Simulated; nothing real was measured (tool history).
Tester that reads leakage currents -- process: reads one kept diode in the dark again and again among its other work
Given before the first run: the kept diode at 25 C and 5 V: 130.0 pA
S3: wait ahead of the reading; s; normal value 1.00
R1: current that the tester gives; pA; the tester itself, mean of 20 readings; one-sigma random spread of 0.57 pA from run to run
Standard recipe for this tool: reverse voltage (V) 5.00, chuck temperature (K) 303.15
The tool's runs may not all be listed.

run 1 hour=0.0 | reverse_voltage_(V)=5.00 chuck_temperature_(K)=303.15 S3=1.00 | R1=190.99
run 2 hour=88.6 | reverse_voltage_(V)=5.00 chuck_temperature_(K)=303.15 S3=1.00 | R1=190.63
run 3 hour=130.5 | reverse_voltage_(V)=5.00 chuck_temperature_(K)=328.15 S3=1.00 | R1=953.02
run 4 hour=188.4 | reverse_voltage_(V)=5.00 chuck_temperature_(K)=328.15 S3=1.00 | R1=952.51
run 5 hour=255.7 | reverse_voltage_(V)=5.00 chuck_temperature_(K)=328.15 S3=1.00 | R1=950.65
run 6 hour=347.0 | reverse_voltage_(V)=5.00 chuck_temperature_(K)=328.15 S3=1.00 | R1=945.60
run 7 hour=397.3 | reverse_voltage_(V)=5.00 chuck_temperature_(K)=328.15 S3=1.00 | R1=943.98
-- hour=408.7 probe card cleaned and baked
run 8 hour=472.1 | reverse_voltage_(V)=5.00 chuck_temperature_(K)=328.15 S3=1.00 | R1=955.73
run 9 hour=555.3 | reverse_voltage_(V)=5.00 chuck_temperature_(K)=328.15 S3=1.00 | R1=949.53
run 10 hour=609.6 | reverse_voltage_(V)=5.00 chuck_temperature_(K)=303.15 S3=1.00 | R1=193.03
run 11 hour=656.4 | reverse_voltage_(V)=5.00 chuck_temperature_(K)=329.15 S3=1.00 | R1=1005.12
run 12 hour=743.4 | reverse_voltage_(V)=5.00 chuck_temperature_(K)=329.15 S3=1.00 | R1=997.60
-- hour=768.5 probe card cleaned and baked, once more
run 13 hour=802.8 | reverse_voltage_(V)=5.00 chuck_temperature_(K)=303.15 S3=2.93 | R1=174.37
run 14 hour=862.3 | reverse_voltage_(V)=5.00 chuck_temperature_(K)=303.15 S3=2.93 | R1=174.08
run 15 hour=932.5 | reverse_voltage_(V)=5.15 chuck_temperature_(K)=303.15 S3=1.00 | R1=177.37
run 16 hour=1014.2 | reverse_voltage_(V)=5.37 chuck_temperature_(K)=300.15 S3=1.36 | R1=145.61
run 17 hour=1098.7 | reverse_voltage_(V)=1.74 chuck_temperature_(K)=303.15 S3=1.00 | R1=95.67
run 18 hour=1189.6 | reverse_voltage_(V)=8.28 chuck_temperature_(K)=327.15 S3=1.00 | R1=1141.52
run 19 hour=1272.3 | reverse_voltage_(V)=5.00 chuck_temperature_(K)=321.15 S3=1.00 | R1=582.26
run 20 hour=1342.1 | reverse_voltage_(V)=5.00 chuck_temperature_(K)=321.15 S3=1.00 | R1=586.15
run 21 hour=1412.2 | reverse_voltage_(V)=2.31 chuck_temperature_(K)=296.15 S3=8.03 | R1=66.73
run 22 hour=1482.5 | reverse_voltage_(V)=2.31 chuck_temperature_(K)=296.15 S3=8.03 | R1=66.38
run 23 hour=1564.7 | reverse_voltage_(V)=3.03 chuck_temperature_(K)=296.15 S3=1.27 | R1=77.40
run 24 hour=1602.2 | reverse_voltage_(V)=3.44 chuck_temperature_(K)=330.15 S3=1.27 | R1=818.74
run 25 hour=1671.4 | reverse_voltage_(V)=3.44 chuck_temperature_(K)=330.15 S3=1.27 | R1=821.55
run 26 hour=1717.3 | reverse_voltage_(V)=5.00 chuck_temperature_(K)=328.15 S3=1.00 | R1=897.36

Predict each of these 3 candidate next runs independently; none follows another, all start after run 26:
run A hour=1801.6 | reverse_voltage_(V)=5.00 chuck_temperature_(K)=303.15 S3=1.00 | R1=?
run B hour=1801.6 | reverse_voltage_(V)=1.73 chuck_temperature_(K)=303.15 S3=1.00 | R1=?
run C hour=1801.6 | reverse_voltage_(V)=18.59 chuck_temperature_(K)=303.15 S3=1.00 | R1=?

run=A R1=171.44
run=B R1=93.75
run=C R1=366.14
Had the tool no hidden state, the same runs would have come out as:
run=A R1=188.00
run=B R1=103.61
run=C R1=395.10
